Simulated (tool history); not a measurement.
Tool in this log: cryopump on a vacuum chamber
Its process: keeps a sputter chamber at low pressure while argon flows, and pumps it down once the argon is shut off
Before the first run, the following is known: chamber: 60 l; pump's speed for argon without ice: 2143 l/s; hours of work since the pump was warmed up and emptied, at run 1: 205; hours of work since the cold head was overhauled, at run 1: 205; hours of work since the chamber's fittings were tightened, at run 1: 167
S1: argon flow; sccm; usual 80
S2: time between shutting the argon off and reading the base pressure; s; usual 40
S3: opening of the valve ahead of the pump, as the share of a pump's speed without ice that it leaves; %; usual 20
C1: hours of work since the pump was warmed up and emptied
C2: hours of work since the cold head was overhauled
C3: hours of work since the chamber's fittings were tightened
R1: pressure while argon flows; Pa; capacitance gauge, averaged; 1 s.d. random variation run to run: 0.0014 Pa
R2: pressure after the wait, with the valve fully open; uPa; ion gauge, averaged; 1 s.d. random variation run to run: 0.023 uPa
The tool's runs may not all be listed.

{"run": 1, "hour": 0.0, "S1": 80, "S2": 40, "S3": 20, "C1": 205, "C2": 205, "C3": 167, "R1": 0.3211, "R2": 1.25}
{"run": 2, "hour": 11.7, "S1": 80, "S2": 40, "S3": 20, "C1": 211, "C2": 211, "C3": 173, "R1": 0.318, "R2": 1.29}
{"run": 3, "hour": 28.3, "S1": 80, "S2": 40, "S3": 20, "C1": 221, "C2": 221, "C3": 183, "R1": 0.3188, "R2": 1.3}
{"run": 4, "hour": 50.1, "S1": 80, "S2": 40, "S3": 20, "C1": 233, "C2": 233, "C3": 195, "R1": 0.3173, "R2": 1.27}
{"run": 5, "hour": 71.1, "S1": 88, "S2": 40, "S3": 20, "C1": 245, "C2": 245, "C3": 207, "R1": 0.3515, "R2": 1.28}
{"run": 6, "hour": 82.9, "S1": 80, "S2": 26, "S3": 20, "C1": 252, "C2": 252, "C3": 214, "R1": 0.3194, "R2": 1.8}
{"run": 7, "hour": 92.6, "S1": 80, "S2": 26, "S3": 20, "C1": 257, "C2": 257, "C3": 219, "R1": 0.3191, "R2": 1.8}
{"run": 8, "hour": 112.4, "S1": 80, "S2": 42, "S3": 20, "C1": 268, "C2": 268, "C3": 230, "R1": 0.3211, "R2": 1.23}
{"run": 9, "hour": 128.5, "S1": 80, "S2": 40, "S3": 41, "C1": 278, "C2": 278, "C3": 239, "R1": 0.1593, "R2": 1.24}
{"run": 10, "hour": 149.7, "S1": 80, "S2": 211, "S3": 41, "C1": 290, "C2": 290, "C3": 251, "R1": 0.1577, "R2": 0.42}
{"run": 11, "hour": 162.8, "S1": 80, "S2": 40, "S3": 20, "C1": 297, "C2": 297, "C3": 259, "R1": 0.321, "R2": 1.31}
{"run": 12, "hour": 180.7, "S1": 80, "S2": 40, "S3": 20, "C1": 307, "C2": 307, "C3": 269, "R1": 0.3185, "R2": 1.25}
{"run": 13, "hour": 199.6, "S1": 46, "S2": 283, "S3": 35, "C1": 318, "C2": 318, "C3": 280, "R1": 0.1065, "R2": 0.31}
{"run": 14, "hour": 220.0, "S1": 75, "S2": 61, "S3": 22, "C1": 329, "C2": 329, "C3": 291, "R1": 0.2745, "R2": 0.91}
{"run": 15, "hour": 236.1, "S1": 53, "S2": 85, "S3": 25, "C1": 339, "C2": 339, "C3": 300, "R1": 0.1694, "R2": 0.67}
{"run": 16, "hour": 253.4, "S1": 94, "S2": 136, "S3": 42, "C1": 348, "C2": 348, "C3": 310, "R1": 0.1828, "R2": 0.48}
{"run": 17, "hour": 267.2, "S1": 62, "S2": 40, "S3": 20, "C1": 356, "C2": 356, "C3": 318, "R1": 0.2503, "R2": 1.3}
{"run": 18, "hour": 289.4, "S1": 62, "S2": 40, "S3": 20, "C1": 369, "C2": 369, "C3": 331, "R1": 0.2489, "R2": 1.24}
{"run": 19, "hour": 302.6, "S1": 37, "S2": 40, "S3": 22, "C1": 376, "C2": 376, "C3": 338, "R1": 0.1356, "R2": 1.27}
{"run": 20, "hour": 320.8, "S1": 37, "S2": 40, "S3": 22, "C1": 386, "C2": 386, "C3": 348, "R1": 0.1347, "R2": 1.29}
{"run": 21, "hour": 334.0, "S1": 37, "S2": 40, "S3": 22, "C1": 394, "C2": 394, "C3": 356, "R1": 0.1356, "R2": 1.31}
{"run": 22, "hour": 350.1, "S1": 56, "S2": 119, "S3": 43, "C1": 403, "C2": 403, "C3": 365, "R1": 0.1075, "R2": 0.56}
{"run": 23, "hour": 366.9, "S1": 123, "S2": 40, "S3": 36, "C1": 413, "C2": 413, "C3": 374, "R1": 0.2793, "R2": 1.27}

For each run, the measured value with the value that run would have given without the tool's hidden condition subtracted. The run-to-run variation is shared by both, the gauge scatter possibly not:
Hidden state at play: pump's speed, % of a pump's without ice; cold plate's temperature, K; leak into the chamber, uPa l/s; drift of the gauge itself on working_pa, %; drift of the gauge itself on base_upa, %.
run=1 R1=+0.0033 R2=+0.03
run=2 R1=+0.0034 R2=+0.03
run=3 R1=+0.0036 R2=+0.03
run=4 R1=+0.0038 R2=+0.03
run=5 R1=+0.0044 R2=+0.04
run=6 R1=+0.0041 R2=+0.03
run=7 R1=+0.0041 R2=+0.03
run=8 R1=+0.0044 R2=+0.03
run=9 R1=+0.0045 R2=+0.04
run=10 R1=+0.0046 R2=+0.04
run=11 R1=+0.0048 R2=+0.04
run=12 R1=+0.0049 R2=+0.04
run=13 R1=+0.0029 R2=+0.04
run=14 R1=+0.0050 R2=+0.04
run=15 R1=+0.0036 R2=+0.04
run=16 R1=+0.0066 R2=+0.04
run=17 R1=+0.0045 R2=+0.05
run=18 R1=+0.0045 R2=+0.05
run=19 R1=+0.0028 R2=+0.04
run=20 R1=+0.0028 R2=+0.05
run=21 R1=+0.0029 R2=+0.05
run=22 R1=+0.0046 R2=+0.05
run=23 R1=+0.0103 R2=+0.05
